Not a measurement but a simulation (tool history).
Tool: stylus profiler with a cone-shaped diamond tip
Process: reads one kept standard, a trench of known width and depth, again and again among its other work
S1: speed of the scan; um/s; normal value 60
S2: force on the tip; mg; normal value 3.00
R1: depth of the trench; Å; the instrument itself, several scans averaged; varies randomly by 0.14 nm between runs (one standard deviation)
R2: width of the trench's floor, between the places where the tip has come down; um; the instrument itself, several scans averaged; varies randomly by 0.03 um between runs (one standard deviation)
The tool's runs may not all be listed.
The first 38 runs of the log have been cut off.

run	hour	S1	S2	R1	R2
39	1007.6	81	1.32	5020.9	96.53
40	1041.2	81	1.32	5022.0	96.51
41	1059.4	132	6.97	5086.6	96.58
42	1080.3	132	6.97	5086.3	96.63
43	1111.5	140	5.14	5069.5	96.54
44	1147.0	20	2.05	5032.2	96.82
45	1167.5	20	1.18	5016.0	96.79
46	1193.5	20	1.18	5014.4	96.78

4 options for the next run, each taken on its own from the tool as it stands now. Forecast them:
A	1227.9	144	2.73	?	?
B	1227.9	139	1.90	?	?
C	1227.9	34	2.64	?	?
D	1227.9	16	2.29	?	?

run	R1	R2
A	5037.3	96.42
B	5028.3	96.30
C	5036.5	96.68
D	5034.7	96.82
Stripped of hidden state, with their random variation kept, the same runs would have yielded:
run	R1	R2
A	5051.3	96.91
B	5042.3	96.79
C	5050.5	97.17
D	5048.7	97.32
